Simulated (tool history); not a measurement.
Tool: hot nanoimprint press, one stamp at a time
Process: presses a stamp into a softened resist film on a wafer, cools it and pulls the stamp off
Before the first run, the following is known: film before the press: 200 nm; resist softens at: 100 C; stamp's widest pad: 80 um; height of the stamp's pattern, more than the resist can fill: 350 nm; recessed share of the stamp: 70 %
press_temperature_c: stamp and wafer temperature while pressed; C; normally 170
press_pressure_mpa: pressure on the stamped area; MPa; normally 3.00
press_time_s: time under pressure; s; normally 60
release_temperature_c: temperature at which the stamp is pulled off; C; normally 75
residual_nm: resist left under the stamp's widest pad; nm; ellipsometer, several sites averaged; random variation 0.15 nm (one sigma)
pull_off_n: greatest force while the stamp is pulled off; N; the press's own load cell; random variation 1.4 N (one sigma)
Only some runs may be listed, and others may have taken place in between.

| run | hour | press_temperature_c | press_pressure_mpa | press_time_s | release_temperature_c | residual_nm | pull_off_n |
|---|---|---|---|---|---|---|---|
| 1 | 0.0 | 170 | 3.00 | 60 | 75 | 93.0 | 167 |
| 2 | 50.2 | 170 | 3.00 | 60 | 75 | 92.9 | 168 |
| 3 | 109.5 | 170 | 3.00 | 60 | 75 | 92.8 | 152 |
| 4 | 161.7 | 170 | 3.00 | 60 | 75 | 93.0 | 153 |
| 5 | 251.0 | 170 | 3.00 | 60 | 75 | 95.0 | 157 |
| 6 | 308.6 | 170 | 3.00 | 60 | 75 | 94.8 | 160 |
| 7 | 360.9 | 170 | 3.00 | 85 | 75 | 84.7 | 162 |
| 8 | 430.4 | 170 | 3.69 | 60 | 75 | 85.2 | 163 |
| 9 | 513.4 | 170 | 3.69 | 60 | 75 | 84.8 | 168 |
| 10 | 583.5 | 170 | 2.20 | 60 | 64 | 111.2 | 171 |
| 11 | 636.1 | 170 | 2.18 | 92 | 64 | 97.8 | 173 |
| 12 | 700.5 | 170 | 2.18 | 92 | 64 | 97.8 | 174 |

Missing from the log above: 3 entries noted between runs. For each, name the pair of listed runs it sits between and say how the tool's hidden condition differs from the listed run just before to the listed run just after:
After run 2, before run 3: stamp cleaned and given a new release coat (hour 105.4)
  true temperature over the reading, C: 0.81 -> 0.87; pressure that arrives at the usual setting, %: 99.28 -> 99.09; grip of the stamp's worn release coat, % over a new coat's: 11.3 -> 0.1
  measured value less the no-hidden-state value, residual_nm: -1.6 -> -1.7 nm; pull_off_n: +16 -> -2 N
After run 4, before run 5: plate thermocouple calibrated (hour 206.4)
  true temperature over the reading, C: 0.94 -> 0.07; pressure that arrives at the usual setting, %: 98.9 -> 98.61; grip of the stamp's worn release coat, % over a new coat's: 1.5 -> 3.8
  measured value less the no-hidden-state value, residual_nm: -1.7 -> +0.5 nm; pull_off_n: +1 -> +5 N
After run 9, before run 10: stamp cleaned and given a new release coat (hour 578.4)
  true temperature over the reading, C: 0.38 -> 0.46; pressure that arrives at the usual setting, %: 97.73 -> 97.49; grip of the stamp's worn release coat, % over a new coat's: 11 -> 0.1
  measured value less the no-hidden-state value, residual_nm: +0.6 -> -0.2 nm; pull_off_n: +16 -> +0 N
